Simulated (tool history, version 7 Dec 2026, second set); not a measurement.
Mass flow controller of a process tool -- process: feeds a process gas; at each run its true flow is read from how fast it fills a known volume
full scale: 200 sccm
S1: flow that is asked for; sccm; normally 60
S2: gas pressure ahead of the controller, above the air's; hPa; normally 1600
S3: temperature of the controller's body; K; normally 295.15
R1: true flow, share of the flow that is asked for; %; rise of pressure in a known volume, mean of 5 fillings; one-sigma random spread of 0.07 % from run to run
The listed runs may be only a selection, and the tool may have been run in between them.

run    hour   S1    S2      S3      R1
  1       0   60  1600  295.15   97.91
  2   135.4   60  1600  295.15   98.05
  3   279.5   29  1600  295.15   97.63
  4   477.1   60  1600  295.15   97.86
  5   733.9  118  1600  295.15   98.42
  6  1015.6  118  1600  295.15   98.44
  7  1276.8  118  1600  295.15   98.32
  8  1502.4  118  1600  295.15   98.18
  9  1703.7  118  1600  295.15   98.21
 10  2013.2  118  1600  295.15   98.28
 11  2213.3  118  1600  295.15   98.29
 12  2524.4   68  2320  313.15  100.16
 13  2788.6   60  2140  298.15   98.34
 14  3083.2   25  2450  295.15   97.78
 15  3343.4   25  2450  295.15   97.67
 16    3491   47  1510  297.15   97.49
 17  3798.5   30  2190  296.15   97.63
 18  4099.2   55  2530  295.15   97.88

Alternative continuations, all from the tool just after run 18; predict every row:
  A  4328.8   54  1460  295.15   ?
  B  4328.8  147  2310  303.15   ?
  C  4328.8   60  2470  299.15   ?
  D  4328.8   83  1660  313.15   ?

run     R1
  A  97.19
  B  99.49
  C  98.37
  D  99.36
The same runs, with their run-to-run variation unchanged, on a tool lacking any hidden condition would have given:
run      R1
  A   97.88
  B   100.2
  C   99.07
  D  100.06

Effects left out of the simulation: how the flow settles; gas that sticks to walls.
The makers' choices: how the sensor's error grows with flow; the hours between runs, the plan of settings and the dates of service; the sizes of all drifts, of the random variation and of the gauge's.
